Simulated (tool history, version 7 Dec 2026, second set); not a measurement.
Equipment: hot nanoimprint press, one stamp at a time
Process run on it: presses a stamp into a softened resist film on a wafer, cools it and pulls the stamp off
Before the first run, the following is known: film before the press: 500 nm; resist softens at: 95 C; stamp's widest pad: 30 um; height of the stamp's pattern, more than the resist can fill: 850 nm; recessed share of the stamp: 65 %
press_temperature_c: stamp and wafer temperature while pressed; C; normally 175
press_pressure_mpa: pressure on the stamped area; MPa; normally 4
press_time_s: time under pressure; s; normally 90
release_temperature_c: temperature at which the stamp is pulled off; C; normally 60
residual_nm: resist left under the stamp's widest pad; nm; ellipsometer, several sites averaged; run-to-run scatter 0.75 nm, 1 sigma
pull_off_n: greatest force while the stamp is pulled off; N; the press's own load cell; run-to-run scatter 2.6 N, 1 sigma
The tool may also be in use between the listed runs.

| run | hour | press_temperature_c | press_pressure_mpa | press_time_s | release_temperature_c | residual_nm | pull_off_n |
|---|---|---|---|---|---|---|---|
| 1 | 0 | 175 | 4 | 90 | 60 | 213.1 | 213 |
| 2 | 76.5 | 175 | 4 | 90 | 60 | 213.1 | 217 |
| 3 | 164.1 | 175 | 4 | 90 | 60 | 211.7 | 217 |
|  | 179.1 | stamp cleaned and given a new release coat |
| 4 | 260.1 | 175 | 4 | 127 | 60 | 182.1 | 197 |
| 5 | 340.7 | 175 | 4 | 127 | 60 | 181.9 | 199 |
| 6 | 412.7 | 175 | 4 | 127 | 60 | 181.2 | 206 |
| 7 | 475 | 175 | 4 | 90 | 60 | 207.9 | 200 |
| 8 | 548.9 | 168 | 4 | 90 | 60 | 249.7 | 208 |
| 9 | 589.9 | 168 | 4 | 90 | 60 | 249 | 213 |
|  | 667.2 | plate thermocouple calibrated |
|  | 673.2 | stamp cleaned and given a new release coat |
| 10 | 673.2 | 168 | 4 | 139 | 60 | 206.6 | 180 |
| 11 | 722.8 | 168 | 4 | 139 | 60 | 205.7 | 181 |
|  | 748.1 | press's hydraulic seals changed and the load cell set to zero |
| 12 | 815 | 168 | 2.51 | 139 | 60 | 246 | 187 |
| 13 | 874.9 | 168 | 2.51 | 139 | 60 | 244.4 | 191 |
| 14 | 947.1 | 168 | 2.51 | 126 | 60 | 254.4 | 197 |
| 15 | 999.6 | 168 | 2.51 | 126 | 60 | 253.5 | 195 |
| 16 | 1093.7 | 166 | 3.55 | 91 | 54 | 261.1 | 235 |
|  | 1167 | stamp cleaned and given a new release coat |
|  | 1174.1 | plate thermocouple calibrated, once more |
| 17 | 1192 | 166 | 3.55 | 91 | 54 | 284.2 | 225 |
| 18 | 1280.2 | 166 | 3.55 | 91 | 54 | 281.3 | 231 |
| 19 | 1357.6 | 170 | 5.91 | 64 | 64 | 236.1 | 181 |
| 20 | 1410.6 | 184 | 3.77 | 47 | 56 | 223.5 | 231 |
| 21 | 1489.9 | 184 | 3.77 | 47 | 56 | 221.6 | 229 |
| 22 | 1568.7 | 183 | 4 | 120 | 60 | 148.8 | 213 |
|  | 1655 | stamp cleaned and given a new release coat |
| 23 | 1656.4 | 164 | 5.34 | 90 | 60 | 249.3 | 191 |
| 24 | 1716.1 | 164 | 5.34 | 90 | 60 | 248.6 | 190 |
| 25 | 1789.6 | 164 | 5.34 | 90 | 60 | 248 | 189 |
| 26 | 1879.7 | 164 | 5.34 | 90 | 60 | 247.7 | 199 |
|  | 1904.9 | plate thermocouple calibrated |
| 27 | 1925.2 | 164 | 5.34 | 90 | 60 | 254.7 | 206 |
| 28 | 1997.7 | 164 | 2.53 | 77 | 46 | 340.8 | 288 |

What if the next run were any one of these 5? Each begins from the tool's condition after run 28:
| A | 2085.1 | 175 | 3.28 | 114 | 60 | ? | ? |
| B | 2085.1 | 175 | 4.7 | 90 | 60 | ? | ? |
| C | 2085.1 | 165 | 3.7 | 90 | 60 | ? | ? |
| D | 2085.1 | 166 | 3.69 | 167 | 60 | ? | ? |
| E | 2085.1 | 170 | 5.27 | 90 | 48 | ? | ? |

| run | residual_nm | pull_off_n |
|---|---|---|
| A | 207.6 | 212 |
| B | 196.2 | 213 |
| C | 282.9 | 211 |
| D | 218.6 | 211 |
| E | 214.8 | 284 |
With no hidden state in the tool, these same runs would have given:
| run | residual_nm | pull_off_n |
|---|---|---|
| A | 209.8 | 191 |
| B | 197.6 | 192 |
| C | 285.7 | 190 |
| D | 221.1 | 190 |
| E | 216.2 | 255 |
